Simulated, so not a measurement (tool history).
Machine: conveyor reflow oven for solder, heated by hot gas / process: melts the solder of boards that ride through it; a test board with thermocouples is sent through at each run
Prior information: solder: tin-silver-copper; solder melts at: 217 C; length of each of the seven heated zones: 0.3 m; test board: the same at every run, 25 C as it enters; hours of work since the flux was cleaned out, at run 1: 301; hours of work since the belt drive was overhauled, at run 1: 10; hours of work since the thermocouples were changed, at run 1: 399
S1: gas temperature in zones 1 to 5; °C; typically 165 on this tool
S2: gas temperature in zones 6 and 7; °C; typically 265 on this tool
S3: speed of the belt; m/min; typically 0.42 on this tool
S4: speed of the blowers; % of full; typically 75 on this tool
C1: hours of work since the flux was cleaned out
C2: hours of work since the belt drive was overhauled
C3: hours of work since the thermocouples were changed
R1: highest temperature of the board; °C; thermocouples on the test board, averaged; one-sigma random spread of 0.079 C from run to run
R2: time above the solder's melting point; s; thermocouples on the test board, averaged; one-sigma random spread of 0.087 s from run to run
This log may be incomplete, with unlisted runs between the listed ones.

| run | hour | S1 | S2 | S3 | S4 | C1 | C2 | C3 | R1 | R2 |
|---|---|---|---|---|---|---|---|---|---|---|
| 1 | 0 | 165 | 265 | 0.42 | 75 | 301 | 10 | 399 | 246.17 | 54.65 |
| 2 | 11.3 | 165 | 265 | 0.42 | 75 | 308 | 18 | 406 | 246.22 | 54.72 |
| 3 | 18.4 | 165 | 265 | 0.42 | 75 | 313 | 22 | 411 | 246.15 | 54.62 |
| 4 | 24.1 | 165 | 265 | 0.42 | 75 | 316 | 26 | 415 | 245.99 | 54.6 |
| 5 | 30.5 | 165 | 264 | 0.42 | 75 | 321 | 30 | 419 | 245.14 | 53.84 |
| 6 | 43 | 165 | 279 | 0.42 | 75 | 329 | 38 | 427 | 257.98 | 64.58 |
| 7 | 55.9 | 165 | 279 | 0.42 | 75 | 337 | 46 | 435 | 258.09 | 64.45 |
| 8 | 65.5 | 165 | 265 | 0.42 | 69 | 343 | 52 | 441 | 245.08 | 53.25 |
| 9 | 72.8 | 165 | 265 | 0.42 | 75 | 348 | 57 | 446 | 246.03 | 54.46 |
|  | 82.3 | flux residue cleaned out of gas plates and filters |
| 10 | 84 | 170 | 265 | 0.42 | 75 | 1 | 61 | 450 | 248.37 | 59.08 |
| 11 | 94.9 | 170 | 265 | 0.42 | 75 | 8 | 68 | 457 | 248.39 | 59.22 |
| 12 | 107 | 170 | 257 | 0.42 | 75 | 16 | 76 | 464 | 241.46 | 52.41 |
| 13 | 113.3 | 170 | 273 | 0.42 | 75 | 20 | 80 | 468 | 255.25 | 64.57 |
| 14 | 125.2 | 165 | 265 | 0.42 | 75 | 27 | 87 | 476 | 247.45 | 56.29 |
| 15 | 137.2 | 165 | 265 | 0.42 | 75 | 35 | 95 | 484 | 247.29 | 56.18 |
| 16 | 146.8 | 165 | 267 | 0.42 | 90 | 41 | 101 | 490 | 251.27 | 60.45 |
| 17 | 159.7 | 151 | 269 | 0.37 | 90 | 50 | 109 | 498 | 255.03 | 68.12 |
| 18 | 171.5 | 154 | 265 | 0.42 | 82 | 57 | 117 | 506 | 246.46 | 52.03 |
| 19 | 183.6 | 163 | 271 | 0.353 | 66 | 65 | 125 | 513 | 256.46 | 76.48 |
| 20 | 189.3 | 178 | 272 | 0.485 | 65 | 69 | 128 | 517 | 248.7 | 52.25 |
| 21 | 199.4 | 178 | 278 | 0.416 | 74 | 75 | 135 | 524 | 260.9 | 72.27 |
| 22 | 212.3 | 178 | 258 | 0.416 | 58 | 83 | 143 | 532 | 241.27 | 54.85 |
| 23 | 221.8 | 178 | 258 | 0.416 | 58 | 89 | 149 | 538 | 241.18 | 54.81 |
| 24 | 231.8 | 178 | 258 | 0.416 | 58 | 96 | 155 | 544 | 241.14 | 54.76 |
| 25 | 239.8 | 165 | 262 | 0.42 | 75 | 101 | 161 | 549 | 244.48 | 53.48 |
| 26 | 248.9 | 170 | 265 | 0.438 | 75 | 107 | 166 | 555 | 246.6 | 54.49 |
| 27 | 258.7 | 165 | 265 | 0.48 | 88 | 113 | 173 | 561 | 244.29 | 45.83 |
| 28 | 270.6 | 157 | 270 | 0.433 | 88 | 121 | 180 | 569 | 250.86 | 54.97 |
| 29 | 276.2 | 157 | 270 | 0.433 | 88 | 124 | 184 | 573 | 250.77 | 54.95 |
| 30 | 285 | 157 | 270 | 0.433 | 88 | 130 | 189 | 578 | 250.71 | 55.05 |

Some steps in R1, run to run, broken into two amounts with sign: the step expected even without the hidden condition (settings, incoming material, random variation), and the rest, left for the hidden condition together with whatever gauge scatter is not in both the measured and the hidden-condition-free result:
What the log doesn't record here: heat that the gas passes to the board, % of a clean oven's; belt's true speed, % of the reading; true gas temperature in zones 6 and 7 over the reading, C; drift of the gauge itself on peak_c, C; drift of the gauge itself on liquid_s, %.
Run 5 -> 6: S2 264 -> 279. R1 +12.84 °C: hidden state -0.2, all else +13.04.
Run 7 -> 8: S2 279 -> 265, S4 75 -> 69. R1 -13.01 °C: hidden state +0.15, all else -13.16.
Run 9 -> 10: S1 165 -> 170, flux residue cleaned out of gas plates and filters. R1 +2.34 °C: hidden state +1.54, all else +0.8.
Run 12 -> 13: S2 257 -> 273. R1 +13.79 °C: hidden state -0.03, all else +13.82.
Run 21 -> 22: S2 278 -> 258, S4 74 -> 58. R1 -19.63 °C: hidden state +0.05, all else -19.68.
Run 26 -> 27: S1 170 -> 165, S3 0.438 -> 0.48, S4 75 -> 88. R1 -2.31 °C: hidden state -0.16, all else -2.15.

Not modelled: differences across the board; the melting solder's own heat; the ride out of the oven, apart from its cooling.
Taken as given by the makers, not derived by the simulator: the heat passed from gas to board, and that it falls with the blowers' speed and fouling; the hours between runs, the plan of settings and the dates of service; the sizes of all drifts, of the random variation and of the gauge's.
